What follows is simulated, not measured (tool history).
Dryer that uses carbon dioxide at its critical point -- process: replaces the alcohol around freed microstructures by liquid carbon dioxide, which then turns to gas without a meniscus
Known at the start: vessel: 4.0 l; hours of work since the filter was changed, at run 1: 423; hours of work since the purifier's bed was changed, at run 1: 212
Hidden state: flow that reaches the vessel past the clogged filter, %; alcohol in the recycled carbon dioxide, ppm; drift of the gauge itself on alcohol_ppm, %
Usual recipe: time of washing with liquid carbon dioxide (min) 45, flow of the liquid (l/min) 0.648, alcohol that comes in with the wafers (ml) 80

run	hour	time of washing with liquid carbon dioxide (min)	flow of the liquid (l/min)	alcohol that comes in with the wafers (ml)	hours of work since the filter was changed	hours of work since the purifier's bed was changed	alcohol left in the vessel before it's heated (ppm by volume)
1	0.0	45	0.648	80	423	212	160
2	26.8	45	0.648	80	443	232	154
3	63.1	45	0.648	80	470	259	172
4	110.8	45	0.648	80	505	294	189
5	141.2	45	0.648	80	528	316	199
6	186.7	45	0.648	80	561	350	216
# hour 220.8: inlet filter changed
7	240.5	45	0.648	80	15	389	162
8	291.9	45	0.494	80	53	427	302
9	332.8	45	0.500	80	83	457	312
10	377.9	52	0.648	80	116	491	185
11	408.3	52	0.648	80	139	513	199
12	446.0	52	0.648	80	167	541	202
13	472.9	45	0.687	80	186	561	218
14	520.4	45	0.687	83	222	596	235
15	554.1	45	0.687	83	246	621	241
16	587.9	45	0.587	80	271	646	304
17	610.1	45	0.587	80	288	662	322
18	640.4	45	0.587	80	310	685	323
19	670.4	45	0.648	53	332	707	273
20	723.2	59	0.648	80	372	746	250
21	750.0	59	0.648	97	391	766	268
22	800.7	37	0.648	80	429	803	454
23	839.4	37	0.648	80	457	832	470
# hour 863.5: purifier's bed changed
24	881.5	37	0.648	80	486	13	217
25	907.2	43	0.918	53	505	32	18
26	937.5	66	0.532	80	528	55	54
27	964.7	66	0.532	80	548	75	57
28	1004.2	28	0.457	37	577	104	865
# hour 1016.9: inlet filter changed
29	1027.5	35	0.648	96	8	121	212
30	1068.6	52	1.006	82	38	151	61
31	1103.4	33	0.678	34	64	177	132
32	1146.1	33	0.678	34	96	208	147
33	1171.0	33	0.839	34	114	227	109
34	1196.6	33	0.674	44	133	246	191
35	1218.7	33	0.674	44	149	262	187
36	1259.9	58	0.404	74	180	292	231
37	1301.5	35	0.744	106	210	323	238
38	1348.7	49	0.871	92	245	358	125
39	1393.4	35	0.450	80	278	391	893
40	1439.9	36	0.450	25	313	425	385
41	1467.4	41	0.450	48	333	446	442
42	1502.0	29	0.964	25	359	471	187
43	1533.4	45	0.756	80	382	495	184
44	1580.5	33	0.987	32	417	529	184
45	1603.1	34	0.648	80	433	546	454
46	1650.3	48	0.648	65	468	581	239
47	1697.2	56	0.451	31	503	616	254
48	1730.8	45	0.431	23	528	641	358

Across each entry between runs, compare the hidden state at the last listed run before it with the hidden state at the first listed run after it:
In the gap between runs 6 and 7: inlet filter changed (hour 220.8)
  flow that reaches the vessel past the clogged filter, %: 83.2 -> 99.5; alcohol in the recycled carbon dioxide, ppm: 121.2 -> 133
  measured less the result without the state, alcohol left in the vessel before it's heated (ppm by volume): +182 -> +129
In the gap between runs 23 and 24: purifier's bed changed (hour 863.5)
  flow that reaches the vessel past the clogged filter, %: 87.6 -> 86.8; alcohol in the recycled carbon dioxide, ppm: 277 -> 10.2
  measured less the result without the state, alcohol left in the vessel before it's heated (ppm by volume): +364 -> +109
In the gap between runs 28 and 29: inlet filter changed (hour 1016.9)
  flow that reaches the vessel past the clogged filter, %: 84.5 -> 99.6; alcohol in the recycled carbon dioxide, ppm: 39.4 -> 44.7
  measured less the result without the state, alcohol left in the vessel before it's heated (ppm by volume): +334 -> +44
